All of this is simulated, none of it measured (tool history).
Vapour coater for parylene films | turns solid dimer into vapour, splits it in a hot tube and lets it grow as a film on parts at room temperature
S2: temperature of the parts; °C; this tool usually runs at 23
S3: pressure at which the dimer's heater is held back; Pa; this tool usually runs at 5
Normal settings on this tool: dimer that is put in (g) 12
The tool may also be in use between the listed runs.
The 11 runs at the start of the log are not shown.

At hour 324.7: trap's valve overhauled.
Run 12, hour 334.6: usual settings. Result: thickness of the film (um) 3.14.
Run 13, hour 356.7: usual settings. Result: thickness of the film (um) 3.11.
Run 14, hour 381.3: usual settings but S3 2.73 Pa. Result: thickness of the film (um) 3.38.
Run 15, hour 401.6: usual settings but S3 2.73 Pa. Result: thickness of the film (um) 3.39.
Run 16, hour 431.2: usual settings. Result: thickness of the film (um) 3.11.
Run 17, hour 452.5: usual settings. Result: thickness of the film (um) 3.14.
Run 18, hour 484.4: usual settings. Result: thickness of the film (um) 3.12.
Run 19, hour 518.8: usual settings. Result: thickness of the film (um) 3.1.
Run 20, hour 553.8: usual settings but dimer that is put in (g) 10, S2 26 °C. Result: thickness of the film (um) 2.33.
Run 21, hour 580.5: usual settings but dimer that is put in (g) 10, S2 26 °C. Result: thickness of the film (um) 2.36.
Run 22, hour 607.9: usual settings but dimer that is put in (g) 10, S2 26 °C. Result: thickness of the film (um) 2.37.
Run 23, hour 638.1: usual settings but dimer that is put in (g) 17, S2 24 °C, S3 8.52 Pa. Result: thickness of the film (um) 4.02.
Run 24, hour 674.5: usual settings but dimer that is put in (g) 15, S2 16 °C, S3 3.31 Pa. Result: thickness of the film (um) 5.29.
Run 25, hour 714.6: usual settings but dimer that is put in (g) 15, S2 33 °C, S3 8.88 Pa. Result: thickness of the film (um) 2.58.
Run 26, hour 734.2: usual settings but dimer that is put in (g) 14, S2 19 °C. Result: thickness of the film (um) 4.2.
Run 27, hour 767: usual settings but dimer that is put in (g) 14, S2 19 °C. Result: thickness of the film (um) 4.25.
Run 28, hour 799.9: usual settings but dimer that is put in (g) 21, S2 19 °C, S3 11.29 Pa. Result: thickness of the film (um) 5.65.
At hour 827.3: gauge calibrated.
Run 29, hour 843.6: usual settings but dimer that is put in (g) 8, S3 7.23 Pa. Result: thickness of the film (um) 1.96.
Run 30, hour 876.4: usual settings but dimer that is put in (g) 8, S3 7.23 Pa. Result: thickness of the film (um) 1.96.
Run 31, hour 901.5: usual settings but S3 6.98 Pa. Result: thickness of the film (um) 2.93.
Run 32, hour 935.6: usual settings but S3 6.98 Pa. Result: thickness of the film (um) 2.96.
At hour 966.3: trap's valve overhauled.
Run 33, hour 976.9: usual settings but S2 19 °C, S3 6.98 Pa. Result: thickness of the film (um) 3.37.

5 options for the next run, each taken on its own from the tool as it stands now. Forecast them:
Run A, hour 1015.2: usual settings but dimer that is put in (g) 17, S2 28 °C, S3 6.98 Pa. Result: thickness of the film (um) ?.
Run B, hour 1015.2: usual settings but dimer that is put in (g) 6, S2 22 °C, S3 6.57 Pa. Result: thickness of the film (um) ?.
Run C, hour 1015.2: usual settings but dimer that is put in (g) 9. Result: thickness of the film (um) ?.
Run D, hour 1015.2: usual settings but S2 19 °C, S3 2.53 Pa. Result: thickness of the film (um) ?.
Run E, hour 1015.2: usual settings but dimer that is put in (g) 15, S3 3.53 Pa. Result: thickness of the film (um) ?.

run  thickness of the film (um)
  A                        3.56
  B                        1.55
  C                        2.34
  D                        3.91
  E                        4.05
The same runs, with their run-to-run variation unchanged, on a tool lacking any hidden condition would have given:
run  thickness of the film (um)
  A                        3.53
  B                        1.54
  C                        2.32
  D                        3.88
  E                        4.02

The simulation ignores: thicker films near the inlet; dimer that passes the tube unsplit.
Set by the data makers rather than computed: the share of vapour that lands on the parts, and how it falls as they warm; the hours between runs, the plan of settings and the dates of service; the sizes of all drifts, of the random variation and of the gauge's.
